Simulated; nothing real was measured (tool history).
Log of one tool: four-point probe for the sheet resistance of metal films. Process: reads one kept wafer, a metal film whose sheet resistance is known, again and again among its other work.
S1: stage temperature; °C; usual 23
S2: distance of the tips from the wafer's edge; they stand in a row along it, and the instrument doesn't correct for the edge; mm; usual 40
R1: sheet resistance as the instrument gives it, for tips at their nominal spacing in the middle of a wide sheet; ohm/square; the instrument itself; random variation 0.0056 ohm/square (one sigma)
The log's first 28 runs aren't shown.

{"run": 29, "hour": 2665.7, "S1": 23, "S2": 11, "R1": 27.439279}
{"run": 30, "hour": 2720.3, "S1": 23, "S2": 6, "R1": 27.537461}
{"run": 31, "hour": 2849.4, "S1": 33, "S2": 6, "R1": 27.444183}
{"run": 32, "hour": 2957.8, "S1": 19, "S2": 53, "R1": 27.412188}
{"run": 33, "hour": 3027.1, "S1": 33, "S2": 4, "R1": 27.625823}
{"hour": 3046.6, "done": "stage's thermometer calibrated, once more"}
{"run": 34, "hour": 3124.6, "S1": 25, "S2": 41, "R1": 27.237979}
{"run": 35, "hour": 3192.8, "S1": 25, "S2": 6, "R1": 27.401708}
{"run": 36, "hour": 3297.5, "S1": 21, "S2": 4, "R1": 27.629453}
{"run": 37, "hour": 3413.0, "S1": 19, "S2": 71, "R1": 27.278094}
{"hour": 3436.5, "done": "new probe head fitted"}
{"run": 38, "hour": 3545.3, "S1": 25, "S2": 3, "R1": 28.324489}
{"run": 39, "hour": 3650.3, "S1": 23, "S2": 44, "R1": 27.684545}
{"run": 40, "hour": 3740.9, "S1": 23, "S2": 44, "R1": 27.682391}
{"run": 41, "hour": 3858.7, "S1": 20, "S2": 40, "R1": 27.705156}
{"run": 42, "hour": 3951.8, "S1": 20, "S2": 40, "R1": 27.704131}
{"run": 43, "hour": 4021.4, "S1": 20, "S2": 40, "R1": 27.700124}
{"run": 44, "hour": 4122.8, "S1": 25, "S2": 4, "R1": 28.004972}

Forecast each of these 4 alternatives for the next run:
{"run": "A", "hour": 4181.7, "S1": 25, "S2": 6, "R1": "?"}
{"run": "B", "hour": 4181.7, "S1": 24, "S2": 40, "R1": "?"}
{"run": "C", "hour": 4181.7, "S1": 22, "S2": 6, "R1": "?"}
{"run": "D", "hour": 4181.7, "S1": 23, "S2": 49, "R1": "?"}

run=A R1=27.804181
run=B R1=27.639943
run=C R1=27.825554
run=D R1=27.647049
Without the tool's hidden state the same runs would have given:
run=A R1=27.918025
run=B R1=27.753108
run=C R1=27.939283
run=D R1=27.760177
